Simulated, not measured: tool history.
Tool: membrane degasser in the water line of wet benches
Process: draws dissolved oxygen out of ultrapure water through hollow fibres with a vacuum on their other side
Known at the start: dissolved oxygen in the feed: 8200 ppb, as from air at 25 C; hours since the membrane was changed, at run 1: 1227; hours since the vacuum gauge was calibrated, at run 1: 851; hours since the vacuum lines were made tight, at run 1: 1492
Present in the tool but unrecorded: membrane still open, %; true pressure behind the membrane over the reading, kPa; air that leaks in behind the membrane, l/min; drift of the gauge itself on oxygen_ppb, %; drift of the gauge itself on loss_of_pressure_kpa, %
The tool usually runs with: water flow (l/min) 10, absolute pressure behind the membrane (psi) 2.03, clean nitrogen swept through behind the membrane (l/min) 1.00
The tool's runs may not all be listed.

run     day  water flow (l/min)  absolute pressure behind the membrane (psi)  clean nitrogen swept through behind the membrane (l/min)  hours since the membrane was changed  hours since the vacuum gauge was calibrated  hours since the vacuum lines were made tight  dissolved oxygen in the water behind the degasser (ppb)  pressure that the water loses in the fibres (psi)
  1   0.000                  10                                         2.03                                                      1.00                                  1227                                          851                                          1492                                                    263.5                                              8.559
  2   1.604                  10                                         2.03                                                      1.00                                  1265                                          890                                          1531                                                    261.3                                              8.447
  3   3.854                  10                                         2.03                                                      1.00                                  1319                                          944                                          1585                                                    264.2                                              8.463
  4   6.062                  10                                         2.03                                                      0.78                                  1372                                          997                                          1638                                                    323.8                                              8.450
  5   8.562                  10                                         2.03                                                      0.78                                  1432                                         1057                                          1698                                                    324.7                                              8.501
  6  11.300                  10                                         2.03                                                      0.78                                  1498                                         1123                                          1763                                                    327.1                                              8.443
  7  13.379                  10                                         2.03                                                      1.00                                  1548                                         1172                                          1813                                                    260.1                                              8.489
  8  14.858                  10                                         2.03                                                      1.00                                  1583                                         1208                                          1849                                                    261.0                                              8.363
  9  16.025                  10                                         2.03                                                      1.00                                  1611                                         1236                                          1877                                                    262.3                                              8.446
 10  18.179                   7                                         2.03                                                      1.00                                  1663                                         1288                                          1929                                                    183.3                                              5.912
 11  20.912                   7                                         2.03                                                      0.44                                  1729                                         1353                                          1994                                                    388.8                                              5.871
 12  22.788                  10                                         2.03                                                      0.51                                  1774                                         1398                                          2039                                                    461.1                                              8.425
 13  24.692                  10                                         2.03                                                      1.33                                  1819                                         1444                                          2085                                                    203.0                                              8.419
 14  27.183                  10                                         2.03                                                      1.00                                  1879                                         1504                                          2145                                                    262.8                                              8.456
 15  29.033                  10                                         2.03                                                      2.33                                  1924                                         1548                                          2189                                                    123.6                                              8.453
 16  30.762                  10                                         3.71                                                      0.79                                  1965                                         1590                                          2231                                                    624.5                                              8.377
 17  32.975                   7                                         1.75                                                      0.72                                  2018                                         1643                                          2284                                                    203.3                                              5.845
 18  35.542                  12                                         2.70                                                      0.56                                  2080                                         1704                                          2345                                                    692.5                                             10.050
 19  37.129                  12                                         2.70                                                      0.56                                  2118                                         1742                                          2383                                                    689.6                                             10.035
 20  39.133                  12                                         2.70                                                      0.56                                  2166                                         1791                                          2432                                                    703.4                                             10.048
 21  40.588                  15                                         2.70                                                      0.44                                  2201                                         1825                                          2466                                                    999.1                                             12.592
 22  42.812                  13                                         3.65                                                      1.00                                  2254                                         1879                                          2520                                                    635.4                                             10.895
 23  45.538                   6                                         2.03                                                      1.00                                  2320                                         1944                                          2585                                                    156.9                                              4.952
 24  47.129                   8                                         1.93                                                      1.05                                  2358                                         1982                                          2623                                                    184.8                                              6.622
 25  49.771                   8                                         1.93                                                      1.05                                  2421                                         2046                                          2687                                                    185.5                                              6.704
 26  51.388                  10                                         1.29                                                      1.00                                  2460                                         2085                                          2726                                                    146.1                                              8.319

Predict the results of run 27:
 27  52.925                  14                                         1.29                                                      0.73                                  2497                                         2122                                          2763                                                        ?                                                  ?

Run 27 yielded dissolved oxygen in the water behind the degasser (ppb) 269.3, pressure that the water loses in the fibres (psi) 11.655.
On a tool with no hidden condition, and with the same random variation, this run would have come out at dissolved oxygen in the water behind the degasser (ppb) 269.0, pressure that the water loses in the fibres (psi) 11.886.
